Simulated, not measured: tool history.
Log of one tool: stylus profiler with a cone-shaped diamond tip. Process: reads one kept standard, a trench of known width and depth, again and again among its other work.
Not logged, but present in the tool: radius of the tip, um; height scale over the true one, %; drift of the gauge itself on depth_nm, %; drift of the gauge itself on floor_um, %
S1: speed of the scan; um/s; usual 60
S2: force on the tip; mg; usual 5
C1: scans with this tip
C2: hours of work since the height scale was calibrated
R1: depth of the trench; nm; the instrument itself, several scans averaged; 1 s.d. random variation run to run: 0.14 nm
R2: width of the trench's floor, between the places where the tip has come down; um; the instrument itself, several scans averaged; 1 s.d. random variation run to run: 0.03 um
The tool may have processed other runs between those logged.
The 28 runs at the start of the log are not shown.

run	hour	S1	S2	C1	C2	R1	R2
29	2057.2	24	6.27	24413	1672	513.79	26.87
30	2107.6	60	11.34	24909	1706	520.82	26.89
31	2215.6	60	11.34	25969	1779	520.76	26.9
32	2306	60	11.34	26856	1840	520.72	26.89
33	2371	19	6.98	27494	1883	514.93	26.9
34	2445.7	207	2.05	28228	1934	506.49	26.25
35	2492.4	207	2.05	28687	1965	506.87	26.27
36	2545.9	207	2.05	29213	2001	506.43	26.33
37	2636.2	207	8.84	30099	2062	517.62	26.67
38	2680.3	91	3.2	30532	2091	508.82	26.72
39	2738.2	31	3.44	31100	2130	509.22	26.86
40	2782.9	202	1.71	31539	2160	506.05	26.21
41	2880.3	202	1.71	32496	2226	505.48	26.29
42	2959.8	60	11.59	33277	2279	520.78	26.89
43	3021.3	88	9.12	33881	2321	517.84	26.79
44	3111.4	184	6.95	34766	2381	514.82	26.62

Here are 5 independent what-if runs from the current tool condition. What would each one return?
# hour 3137.4: new tip fitted, height scale calibrated
A	3165.2	132	3.64	273	19	?	?
# hour 3137.4: new tip fitted, height scale calibrated
B	3165.2	60	11.25	273	19	?	?
# hour 3137.4: new tip fitted, height scale calibrated
C	3165.2	83	2.26	273	19	?	?
# hour 3137.4: new tip fitted, height scale calibrated
D	3165.2	31	5	273	19	?	?
# hour 3137.4: new tip fitted, height scale calibrated
E	3165.2	55	10.92	273	19	?	?

run	R1	R2
A	509.52	26.7
B	520.29	26.92
C	507.15	26.76
D	512.27	26.95
E	520.06	26.98
With no hidden state in the tool, these same runs would have given:
run	R1	R2
A	509.51	26.7
B	520.29	26.92
C	507.15	26.76
D	512.27	26.95
E	520.06	26.98
